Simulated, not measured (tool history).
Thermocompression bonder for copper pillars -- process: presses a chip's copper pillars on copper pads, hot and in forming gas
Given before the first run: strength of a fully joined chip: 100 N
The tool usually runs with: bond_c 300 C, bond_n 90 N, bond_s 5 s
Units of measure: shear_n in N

run	hour	bond_c	bond_n	bond_s	shear_n
1	0.0	300	90	5	64.2
2	15.8	300	90	5	63.3
3	41.7	298	90	5	61.8
4	66.5	298	90	5	62.5
5	94.4	298	90	5	61.9
# hour 128.1: forming gas filter changed
6	128.1	298	90	5	65.2
7	156.7	298	90	5	64.7
8	175.9	298	90	5	63.7
9	198.2	298	90	5	64.6
10	229.2	300	118	5	81.5
11	260.8	300	90	5	66.1
12	276.6	300	115	5	76.9
13	294.6	300	115	5	78.6
14	312.7	300	90	9	76.7
15	339.3	300	90	9	74.3
16	364.8	300	90	9	75.1
17	383.4	300	90	11	78.2
18	413.3	323	90	11	88.7
19	443.0	270	97	3	43.0
20	468.2	286	102	5	64.3
21	485.1	318	125	3	82.4
22	500.3	318	114	5	86.0
23	533.8	318	114	5	83.3
24	563.2	281	123	5	70.0
25	597.6	287	90	8	66.3
26	625.1	304	99	8	79.3
27	649.0	289	77	4	45.9
28	673.1	285	95	8	67.6
29	689.3	273	56	4	26.6

Each run again, without the hidden state but with its own random variation kept:
Hidden conditions of the tool in this case: true temperature of the bond over the reading, C; force that reaches the chip, % of what is set; oxide that the forming gas leaves, % of the face; drift of the gauge itself on shear_n, %.
run	shear_n
1	67.0
2	66.1
3	64.7
4	65.5
5	65.0
6	65.7
7	65.3
8	64.4
9	65.3
10	82.4
11	67.1
12	78.0
13	79.7
14	77.9
15	75.6
16	76.5
17	79.7
18	90.4
19	44.0
20	65.9
21	84.4
22	88.1
23	85.5
24	71.9
25	68.4
26	81.8
27	47.5
28	69.9
29	27.5
